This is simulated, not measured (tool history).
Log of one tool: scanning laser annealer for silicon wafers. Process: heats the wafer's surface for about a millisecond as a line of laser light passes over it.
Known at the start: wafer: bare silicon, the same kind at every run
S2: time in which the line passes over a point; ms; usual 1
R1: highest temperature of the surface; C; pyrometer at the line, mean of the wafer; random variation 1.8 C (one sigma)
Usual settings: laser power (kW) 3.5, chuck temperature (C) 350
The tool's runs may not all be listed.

run 1 hour=0 | laser_power_(kW)=3.5 S2=1 chuck_temperature_(C)=350 | R1=1056
run 2 hour=21.2 | laser_power_(kW)=3.5 S2=1 chuck_temperature_(C)=350 | R1=1052
run 3 hour=57.4 | laser_power_(kW)=3.5 S2=1 chuck_temperature_(C)=350 | R1=1049
run 4 hour=101.5 | laser_power_(kW)=3.5 S2=1 chuck_temperature_(C)=350 | R1=1049
run 5 hour=124.1 | laser_power_(kW)=3.5 S2=0.71 chuck_temperature_(C)=350 | R1=928
run 6 hour=154.1 | laser_power_(kW)=3.5 S2=0.71 chuck_temperature_(C)=350 | R1=921
run 7 hour=187 | laser_power_(kW)=3.5 S2=0.71 chuck_temperature_(C)=350 | R1=924
run 8 hour=213.7 | laser_power_(kW)=3.5 S2=1.22 chuck_temperature_(C)=350 | R1=1117
run 9 hour=235.2 | laser_power_(kW)=3.5 S2=1.22 chuck_temperature_(C)=350 | R1=1117
run 10 hour=267.9 | laser_power_(kW)=3.091 S2=1 chuck_temperature_(C)=350 | R1=949
-- hour=274.9 laser's power meter calibrated
run 11 hour=291 | laser_power_(kW)=3.74 S2=1 chuck_temperature_(C)=350 | R1=1083
run 12 hour=313.7 | laser_power_(kW)=3.615 S2=1 chuck_temperature_(C)=389 | R1=1096
run 13 hour=359.8 | laser_power_(kW)=3.5 S2=1.2 chuck_temperature_(C)=350 | R1=1101
run 14 hour=394.5 | laser_power_(kW)=3.449 S2=0.87 chuck_temperature_(C)=368 | R1=983
-- hour=424.2 laser's power meter calibrated, once more
-- hour=430.1 window over the wafer cleaned
run 15 hour=439.4 | laser_power_(kW)=3.449 S2=0.87 chuck_temperature_(C)=368 | R1=1010
run 16 hour=468.3 | laser_power_(kW)=3.475 S2=0.88 chuck_temperature_(C)=367 | R1=1017
run 17 hour=500 | laser_power_(kW)=3.598 S2=0.88 chuck_temperature_(C)=367 | R1=1041
run 18 hour=535.3 | laser_power_(kW)=3.598 S2=0.88 chuck_temperature_(C)=367 | R1=1039
run 19 hour=577.9 | laser_power_(kW)=3.695 S2=0.88 chuck_temperature_(C)=334 | R1=1022
run 20 hour=617.5 | laser_power_(kW)=3.139 S2=1 chuck_temperature_(C)=362 | R1=975

Forecast each of these 5 alternatives for the next run:
run A hour=641.1 | laser_power_(kW)=3.321 S2=0.76 chuck_temperature_(C)=350 | R1=?
run B hour=641.1 | laser_power_(kW)=3.5 S2=0.77 chuck_temperature_(C)=350 | R1=?
run C hour=641.1 | laser_power_(kW)=3.5 S2=1 chuck_temperature_(C)=352 | R1=?
run D hour=641.1 | laser_power_(kW)=3.538 S2=1.19 chuck_temperature_(C)=363 | R1=?
run E hour=641.1 | laser_power_(kW)=3.754 S2=1 chuck_temperature_(C)=335 | R1=?

run=A R1=909
run=B R1=945
run=C R1=1042
run=D R1=1128
run=E R1=1079
Without the tool's hidden state the same runs would have given:
run=A R1=929
run=B R1=966
run=C R1=1066
run=D R1=1154
run=E R1=1105
